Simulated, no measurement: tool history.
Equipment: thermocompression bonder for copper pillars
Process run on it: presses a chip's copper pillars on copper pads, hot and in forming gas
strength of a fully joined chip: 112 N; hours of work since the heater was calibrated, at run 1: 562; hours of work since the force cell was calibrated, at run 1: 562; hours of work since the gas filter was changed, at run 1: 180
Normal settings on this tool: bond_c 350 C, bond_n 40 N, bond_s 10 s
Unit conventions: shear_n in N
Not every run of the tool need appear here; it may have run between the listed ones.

run,hour,bond_c,bond_n,bond_s,hours of work since the heater was calibrated,hours of work since the force cell was calibrated,hours of work since the gas filter was changed,shear_n
1,0.0,350,40,10,562,562,180,76.8
2,79.6,350,43,10,602,602,221,80.0
3,143.8,350,43,10,635,635,253,80.6
4,211.4,350,43,10,669,669,287,80.2
5,287.2,350,43,10,707,707,326,79.9
6,327.9,351,40,10,728,728,346,76.5
# hour 377.7: forming gas filter changed
7,377.7,376,40,10,753,753,0,89.0
8,434.3,350,40,10,781,781,29,75.9
9,467.5,370,40,10,798,798,45,86.5
10,517.9,370,40,10,824,824,71,85.8
11,595.4,370,40,10,863,863,110,86.1
12,640.1,370,40,10,886,886,133,85.7
13,676.9,370,40,10,904,904,151,85.8
14,759.4,346,36,9,946,946,193,64.7
15,823.3,346,36,9,978,978,225,64.6

Run 16, settings as shown, results not yet in. Your forecast:
16,860.3,346,54,9,997,997,244,?

shear_n: 87.9 N
The same run, on a tool lacking any hidden state, would have yielded shear_n 89.5 N.

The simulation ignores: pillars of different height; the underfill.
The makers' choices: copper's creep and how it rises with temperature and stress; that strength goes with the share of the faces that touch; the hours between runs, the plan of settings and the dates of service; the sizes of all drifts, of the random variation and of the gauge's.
